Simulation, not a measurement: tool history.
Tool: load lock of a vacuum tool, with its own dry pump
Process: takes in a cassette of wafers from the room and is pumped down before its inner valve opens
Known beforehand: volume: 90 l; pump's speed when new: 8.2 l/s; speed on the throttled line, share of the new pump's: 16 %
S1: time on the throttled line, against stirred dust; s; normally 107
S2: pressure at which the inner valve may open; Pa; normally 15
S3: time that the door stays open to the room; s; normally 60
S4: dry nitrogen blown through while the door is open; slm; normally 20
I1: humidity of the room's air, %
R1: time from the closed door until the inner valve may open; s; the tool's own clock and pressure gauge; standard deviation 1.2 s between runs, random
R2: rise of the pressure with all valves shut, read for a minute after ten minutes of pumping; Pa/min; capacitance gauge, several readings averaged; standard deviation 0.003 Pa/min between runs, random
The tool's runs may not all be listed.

{"run": 1, "hour": 0.0, "S1": 107, "S2": 15, "S3": 60, "S4": 20, "I1": 41.4, "R1": 192.8, "R2": 0.154}
{"run": 2, "hour": 83.4, "S1": 107, "S2": 15, "S3": 60, "S4": 20, "I1": 43.4, "R1": 192.1, "R2": 0.157}
{"run": 3, "hour": 172.0, "S1": 107, "S2": 15, "S3": 60, "S4": 20, "I1": 46.8, "R1": 194.6, "R2": 0.159}
{"run": 4, "hour": 276.1, "S1": 107, "S2": 15, "S3": 60, "S4": 20, "I1": 46.4, "R1": 191.9, "R2": 0.159}
{"run": 5, "hour": 373.5, "S1": 107, "S2": 10, "S3": 60, "S4": 20, "I1": 44.8, "R1": 197.4, "R2": 0.167}
{"run": 6, "hour": 480.0, "S1": 107, "S2": 15, "S3": 60, "S4": 20, "I1": 44.1, "R1": 194.8, "R2": 0.17}
{"run": 7, "hour": 548.7, "S1": 186, "S2": 15, "S3": 59, "S4": 20, "I1": 42.2, "R1": 258.4, "R2": 0.176}
{"run": 8, "hour": 666.2, "S1": 107, "S2": 17, "S3": 139, "S4": 14, "I1": 41.7, "R1": 191.8, "R2": 0.193}
{"run": 9, "hour": 740.2, "S1": 107, "S2": 15, "S3": 93, "S4": 14, "I1": 42.3, "R1": 193.9, "R2": 0.187}
{"run": 10, "hour": 863.9, "S1": 107, "S2": 15, "S3": 93, "S4": 14, "I1": 43.6, "R1": 193.8, "R2": 0.196}
{"run": 11, "hour": 923.4, "S1": 95, "S2": 13, "S3": 112, "S4": 18, "I1": 44.9, "R1": 184.8, "R2": 0.198}
{"run": 12, "hour": 1016.8, "S1": 95, "S2": 13, "S3": 112, "S4": 18, "I1": 46.2, "R1": 187.1, "R2": 0.205}

Branching from run 12: 3 alternative next runs. What would each branch give?
{"run": "A", "hour": 1076.6, "S1": 107, "S2": 15, "S3": 60, "S4": 12, "I1": 41.1, "R1": "?", "R2": "?"}
{"run": "B", "hour": 1076.6, "S1": 107, "S2": 15, "S3": 60, "S4": 18, "I1": 44.9, "R1": "?", "R2": "?"}
{"run": "C", "hour": 1076.6, "S1": 107, "S2": 28, "S3": 55, "S4": 20, "I1": 46.3, "R1": "?", "R2": "?"}

run=A R1=195 R2=0.198
run=B R1=193.6 R2=0.197
run=C R1=185.3 R2=0.199
Take away the tool's hidden state, keep each run's random variation, and the runs would have read:
run=A R1=189 R2=0.025
run=B R1=187.6 R2=0.025
run=C R1=179.9 R2=0.027
